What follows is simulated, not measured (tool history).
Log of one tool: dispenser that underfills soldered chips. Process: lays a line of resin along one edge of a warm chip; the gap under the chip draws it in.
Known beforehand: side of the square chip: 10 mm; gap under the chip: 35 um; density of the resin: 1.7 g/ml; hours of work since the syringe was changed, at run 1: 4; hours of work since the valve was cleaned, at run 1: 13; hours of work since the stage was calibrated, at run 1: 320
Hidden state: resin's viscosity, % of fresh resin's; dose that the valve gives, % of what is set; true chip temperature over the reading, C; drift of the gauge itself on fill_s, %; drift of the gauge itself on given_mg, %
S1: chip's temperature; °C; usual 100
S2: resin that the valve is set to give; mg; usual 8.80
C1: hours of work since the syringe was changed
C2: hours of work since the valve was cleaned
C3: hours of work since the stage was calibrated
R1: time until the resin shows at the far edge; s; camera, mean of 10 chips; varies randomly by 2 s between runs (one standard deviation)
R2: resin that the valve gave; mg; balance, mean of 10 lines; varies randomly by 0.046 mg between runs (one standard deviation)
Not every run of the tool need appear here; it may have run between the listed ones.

run	hour	S1	S2	C1	C2	C3	R1	R2
1	0.0	100	8.80	4	13	320	225.2	8.74
# hour 2.2: new syringe of resin
# hour 10.5: new syringe of resin
2	12.6	100	8.80	1	22	328	192.3	8.62
# hour 18.4: new syringe of resin
3	25.5	86	8.80	5	31	337	342.1	8.58
# hour 27.3: new syringe of resin
4	32.7	102	8.80	4	35	342	198.9	8.59
# hour 36.6: new syringe of resin
5	39.8	102	10.04	2	40	347	187.0	9.71
# hour 44.8: new syringe of resin
6	51.6	102	11.29	5	48	355	204.5	10.89
# hour 53.4: new syringe of resin
7	59.3	100	8.80	4	53	360	216.3	8.40
# hour 62.1: new syringe of resin
# hour 70.6: new syringe of resin
8	72.4	112	8.80	1	62	368	138.8	8.30
# hour 79.0: new syringe of resin
# hour 85.8: dispensing valve cleaned and set on the balance
9	87.1	112	8.80	5	1	378	157.0	8.82
# hour 88.8: new syringe of resin
# hour 97.3: new syringe of resin
10	98.9	112	8.80	1	9	386	135.2	8.76
# hour 105.3: new syringe of resin
# hour 113.5: new syringe of resin
11	113.5	112	8.80	0	19	395	130.6	8.81
# hour 121.7: new syringe of resin
12	128.3	112	8.36	5	29	405	156.2	8.16
# hour 129.9: new syringe of resin
# hour 138.4: new syringe of resin
13	139.5	112	8.36	1	36	413	135.0	8.09
# hour 147.2: new syringe of resin
14	149.9	112	8.36	2	43	420	141.3	8.12
# hour 155.9: new syringe of resin
15	162.0	100	8.80	4	51	428	215.9	8.38
# hour 164.7: new syringe of resin
16	169.9	100	8.80	4	57	433	210.4	8.38
# hour 172.6: new syringe of resin
17	177.1	100	8.80	3	61	438	202.5	8.26
# hour 180.6: new syringe of resin
18	185.5	100	8.80	3	67	444	206.6	8.26
# hour 188.5: new syringe of resin
# hour 191.5: dispensing valve cleaned and set on the balance
# hour 198.2: new syringe of resin
19	200.9	107	7.64	2	6	454	167.2	7.58
# hour 206.5: new syringe of resin
20	210.7	107	7.64	3	13	460	169.8	7.59
# hour 214.9: new syringe of resin
# hour 222.7: new syringe of resin
21	225.9	112	8.65	2	23	470	140.6	8.43
# hour 231.7: new syringe of resin
# hour 240.3: new syringe of resin
22	240.3	109	10.11	0	33	480	137.3	9.79
# hour 248.3: new syringe of resin
23	250.3	95	8.23	1	40	487	225.8	7.79
# hour 257.2: new syringe of resin
24	257.2	104	11.23	0	44	491	155.0	10.74
# hour 265.8: new syringe of resin
25	271.8	104	11.23	4	54	501	182.1	10.73
# hour 274.3: new syringe of resin
26	279.5	104	11.23	4	59	506	182.4	10.59
# hour 282.4: new syringe of resin
# hour 290.5: new syringe of resin
27	294.2	108	11.18	3	69	516	155.2	10.51
# hour 297.6: dispensing valve cleaned and set on the balance
# hour 300.2: new syringe of resin
28	304.5	108	11.18	3	5	523	156.6	11.08
# hour 308.7: new syringe of resin
# hour 316.7: new syringe of resin
29	319.3	96	7.81	2	15	532	221.5	7.68
# hour 325.4: new syringe of resin
30	332.1	88	10.20	5	23	541	290.4	10.04
# hour 333.4: new syringe of resin
# hour 341.3: new syringe of resin
31	342.4	92	7.71	1	30	548	237.1	7.52
# hour 349.9: new syringe of resin
32	354.1	92	7.71	3	38	556	268.0	7.42
# hour 358.4: new syringe of resin
# hour 366.6: new syringe of resin
33	368.7	93	8.04	1	48	566	236.5	7.69

Below are 3 alternative next runs, each starting from the tool's condition after run 33. Predict each:
# hour 374.5: new syringe of resin
# hour 383.2: new syringe of resin
A	383.2	85	9.71	0	57	575	?	?
# hour 374.5: new syringe of resin
# hour 383.2: new syringe of resin
B	383.2	100	11.35	0	57	575	?	?
# hour 374.5: new syringe of resin
# hour 383.2: new syringe of resin
C	383.2	108	7.72	0	57	575	?	?

run	R1	R2
A	270.3	9.25
B	172.8	10.68
C	146.7	7.36
Without the tool's hidden state the same runs would have given:
run	R1	R2
A	303.3	9.77
B	192.9	11.28
C	160.5	7.77
